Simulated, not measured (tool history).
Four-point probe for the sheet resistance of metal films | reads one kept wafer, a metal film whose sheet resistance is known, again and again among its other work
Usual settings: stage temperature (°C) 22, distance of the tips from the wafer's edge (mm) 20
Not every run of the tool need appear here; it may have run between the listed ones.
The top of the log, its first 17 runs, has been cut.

run   hour  stage temperature (°C)  distance of the tips from the wafer's edge (mm)  touches since the probe head was changed  hours of work since the stage's thermometer was calibrated  sheet resistance as the instrument gives it (ohm/square)
 18  492.3                      19                                               20                                     38975                                                         577                                                  4.574775
 19  516.7                      33                                               10                                     39986                                                         591                                                  4.648005
 20  546.4                      18                                                7                                     41213                                                         607                                                  4.581017
 21    571                      29                                               73                                     42230                                                         620                                                  4.623928
 22  598.4                      33                                               12                                     43364                                                         635                                                   4.64504
     601.3  -- stage's thermometer calibrated
 23    629                      33                                               12                                     44609                                                          15                                                  4.643039
 24  649.2                      33                                               12                                     45445                                                          26                                                  4.643765
 25  685.9                      35                                               18                                     46963                                                          46                                                  4.650456
 26  721.5                      23                                                6                                     48435                                                          65                                                    4.6088
 27  752.2                      27                                               41                                     49703                                                          81                                                  4.609947
     762.4  -- stage's thermometer calibrated, once more
 28    793                      27                                               41                                     51371                                                          16                                                  4.620058
 29  832.5                      24                                                4                                     53005                                                          38                                                  4.642195
 30  856.4                      27                                               59                                     53990                                                          51                                                  4.619103
 31  881.6                      20                                                4                                     55033                                                          64                                                   4.62226
 32  901.2                      20                                                4                                     55846                                                          75                                                  4.622891
 33  921.8                      20                                                4                                     56699                                                          86                                                  4.623544
 34    947                      20                                                4                                     57738                                                          99                                                  4.624389

Here are 3 independent what-if runs from the current tool condition. What would each one return?
  A  969.6                      30                                                5                                     58673                                                         112                                                         ?
  B  969.6                      31                                                4                                     58673                                                         112                                                         ?
  C  969.6                      21                                                4                                     58673                                                         112                                                         ?

run  sheet resistance as the instrument gives it (ohm/square)
  A                                                  4.658946
  B                                                  4.677727
  C                                                  4.627877
Without the tool's unlogged condition, the same runs would have read:
run  sheet resistance as the instrument gives it (ohm/square)
  A                                                  4.682677
  B                                                  4.701546
  C                                                   4.65147
